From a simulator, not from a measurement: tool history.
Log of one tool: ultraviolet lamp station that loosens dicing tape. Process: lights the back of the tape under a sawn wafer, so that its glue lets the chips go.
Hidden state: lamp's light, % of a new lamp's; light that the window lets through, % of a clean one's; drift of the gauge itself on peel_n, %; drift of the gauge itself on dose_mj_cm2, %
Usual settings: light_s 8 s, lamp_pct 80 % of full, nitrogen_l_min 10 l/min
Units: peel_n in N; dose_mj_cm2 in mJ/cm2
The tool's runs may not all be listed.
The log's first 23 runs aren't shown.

| run | hour | light_s | lamp_pct | nitrogen_l_min | hours of work of the lamp | hours of work since the window was cleaned | peel_n | dose_mj_cm2 |
|---|---|---|---|---|---|---|---|---|
| 24 | 626.2 | 11 | 80 | 4 | 391 | 173 | 1.684 | 685 |
| 25 | 661.9 | 6 | 82 | 17 | 405 | 188 | 1.747 | 375 |
| 26 | 694.9 | 9 | 83 | 17 | 418 | 201 | 0.783 | 575 |
| 27 | 713.3 | 9 | 83 | 17 | 426 | 208 | 0.789 | 565 |
|  | 735.0 | window cleaned of glue's vapour |
| 28 | 752.2 | 14 | 84 | 9 | 441 | 7 | 0.408 | 967 |
| 29 | 777.7 | 6 | 90 | 6 | 451 | 17 | 2.506 | 443 |
| 30 | 805.6 | 4 | 80 | 6 | 462 | 28 | 4.543 | 257 |
| 31 | 829.6 | 8 | 89 | 14 | 472 | 38 | 0.886 | 574 |
| 32 | 846.3 | 14 | 80 | 7 | 479 | 45 | 0.601 | 903 |
| 33 | 879.3 | 6 | 96 | 15 | 492 | 58 | 1.289 | 453 |
| 34 | 906.4 | 5 | 80 | 15 | 503 | 69 | 2.474 | 313 |
| 35 | 928.7 | 8 | 83 | 10 | 512 | 78 | 1.311 | 526 |

Forecast each of these 4 alternatives for the next run:
| A | 954.5 | 7 | 95 | 3 | 522 | 88 | ? | ? |
| B | 954.5 | 8 | 66 | 7 | 522 | 88 | ? | ? |
| C | 954.5 | 4 | 78 | 5 | 522 | 88 | ? | ? |
| D | 954.5 | 10 | 66 | 10 | 522 | 88 | ? | ? |

| run | peel_n | dose_mj_cm2 |
|---|---|---|
| A | 2.982 | 522 |
| B | 2.477 | 420 |
| C | 5.096 | 246 |
| D | 1.350 | 514 |
Without the tool's hidden state the same runs would have given:
| run | peel_n | dose_mj_cm2 |
|---|---|---|
| A | 2.574 | 585 |
| B | 2.101 | 470 |
| C | 4.664 | 276 |
| D | 1.086 | 576 |
